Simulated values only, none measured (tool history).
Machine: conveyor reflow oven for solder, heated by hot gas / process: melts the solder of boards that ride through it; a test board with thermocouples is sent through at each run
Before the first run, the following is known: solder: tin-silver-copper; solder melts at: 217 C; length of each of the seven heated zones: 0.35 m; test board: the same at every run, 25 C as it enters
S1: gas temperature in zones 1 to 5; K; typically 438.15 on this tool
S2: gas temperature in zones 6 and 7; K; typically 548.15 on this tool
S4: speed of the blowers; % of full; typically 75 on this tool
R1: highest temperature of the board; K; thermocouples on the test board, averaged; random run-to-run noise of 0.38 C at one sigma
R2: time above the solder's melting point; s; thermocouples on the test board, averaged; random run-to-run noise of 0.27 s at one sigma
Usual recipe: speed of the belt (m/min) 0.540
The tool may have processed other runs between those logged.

run 1 day=0.000 | S1=438.15 S2=548.15 speed_of_the_belt_(m/min)=0.540 S4=75 | R1=534.85 R2=61.8
run 2 day=2.729 | S1=438.15 S2=555.15 speed_of_the_belt_(m/min)=0.540 S4=75 | R1=540.05 R2=64.7
run 3 day=5.408 | S1=446.15 S2=548.15 speed_of_the_belt_(m/min)=0.540 S4=75 | R1=536.05 R2=65.1
run 4 day=7.192 | S1=446.15 S2=548.15 speed_of_the_belt_(m/min)=0.540 S4=75 | R1=536.05 R2=64.5
run 5 day=10.221 | S1=446.15 S2=548.15 speed_of_the_belt_(m/min)=0.540 S4=75 | R1=535.65 R2=65.0
run 6 day=11.667 | S1=446.15 S2=548.15 speed_of_the_belt_(m/min)=0.540 S4=75 | R1=535.85 R2=64.6
run 7 day=13.921 | S1=446.15 S2=548.15 speed_of_the_belt_(m/min)=0.540 S4=75 | R1=535.05 R2=64.9
run 8 day=15.638 | S1=438.15 S2=548.15 speed_of_the_belt_(m/min)=0.540 S4=52 | R1=526.05 R2=54.3
run 9 day=17.133 | S1=438.15 S2=548.15 speed_of_the_belt_(m/min)=0.540 S4=52 | R1=526.45 R2=54.3
run 10 day=19.342 | S1=438.15 S2=548.15 speed_of_the_belt_(m/min)=0.540 S4=52 | R1=526.65 R2=54.8
run 11 day=20.712 | S1=438.15 S2=548.15 speed_of_the_belt_(m/min)=0.540 S4=75 | R1=534.45 R2=61.2
run 12 day=22.996 | S1=438.15 S2=548.15 speed_of_the_belt_(m/min)=0.540 S4=75 | R1=533.25 R2=61.4
run 13 day=25.533 | S1=438.15 S2=548.15 speed_of_the_belt_(m/min)=0.540 S4=75 | R1=533.95 R2=60.5
run 14 day=26.942 | S1=438.15 S2=548.15 speed_of_the_belt_(m/min)=0.540 S4=75 | R1=533.55 R2=61.4
-- day=28.204 thermocouples of zones 6 and 7 changed
run 15 day=28.421 | S1=438.15 S2=548.15 speed_of_the_belt_(m/min)=0.540 S4=75 | R1=530.35 R2=59.0
run 16 day=30.750 | S1=449.15 S2=552.15 speed_of_the_belt_(m/min)=0.602 S4=60 | R1=527.55 R2=52.3
run 17 day=32.412 | S1=436.15 S2=548.15 speed_of_the_belt_(m/min)=0.548 S4=59 | R1=524.15 R2=52.0
run 18 day=33.992 | S1=438.15 S2=545.15 speed_of_the_belt_(m/min)=0.468 S4=75 | R1=531.55 R2=71.2
-- day=34.904 flux residue cleaned out of gas plates and filters
run 19 day=35.912 | S1=438.15 S2=545.15 speed_of_the_belt_(m/min)=0.468 S4=75 | R1=535.35 R2=73.8
run 20 day=38.100 | S1=447.15 S2=555.15 speed_of_the_belt_(m/min)=0.613 S4=54 | R1=528.95 R2=52.1
run 21 day=40.025 | S1=445.15 S2=548.15 speed_of_the_belt_(m/min)=0.525 S4=75 | R1=535.05 R2=67.1
run 22 day=42.954 | S1=439.15 S2=562.15 speed_of_the_belt_(m/min)=0.540 S4=75 | R1=545.55 R2=67.9
run 23 day=44.933 | S1=439.15 S2=562.15 speed_of_the_belt_(m/min)=0.591 S4=87 | R1=545.95 R2=62.4
run 24 day=46.346 | S1=439.15 S2=562.15 speed_of_the_belt_(m/min)=0.591 S4=87 | R1=546.05 R2=62.3
run 25 day=49.167 | S1=439.15 S2=562.15 speed_of_the_belt_(m/min)=0.591 S4=87 | R1=545.45 R2=61.6
run 26 day=51.171 | S1=439.15 S2=562.15 speed_of_the_belt_(m/min)=0.591 S4=87 | R1=544.65 R2=62.0
run 27 day=53.138 | S1=438.15 S2=548.15 speed_of_the_belt_(m/min)=0.444 S4=75 | R1=538.15 R2=79.4
run 28 day=55.250 | S1=438.15 S2=548.15 speed_of_the_belt_(m/min)=0.540 S4=80 | R1=533.75 R2=62.3
run 29 day=57.617 | S1=438.15 S2=562.15 speed_of_the_belt_(m/min)=0.582 S4=57 | R1=535.05 R2=56.8
run 30 day=58.988 | S1=433.15 S2=559.15 speed_of_the_belt_(m/min)=0.493 S4=52 | R1=536.75 R2=67.1

Here are 3 independent what-if runs from the current tool condition. What would each one return?
run A day=60.871 | S1=438.15 S2=557.15 speed_of_the_belt_(m/min)=0.591 S4=77 | R1=? R2=?
run B day=60.871 | S1=433.15 S2=548.15 speed_of_the_belt_(m/min)=0.544 S4=52 | R1=? R2=?
run C day=60.871 | S1=433.15 S2=539.15 speed_of_the_belt_(m/min)=0.525 S4=84 | R1=? R2=?

run=A R1=537.15 R2=57.9
run=B R1=522.75 R2=50.6
run=C R1=526.65 R2=58.1
With no hidden state in the tool, these same runs would have given:
run=A R1=538.05 R2=57.6
run=B R1=523.05 R2=50.2
run=C R1=527.15 R2=58.1
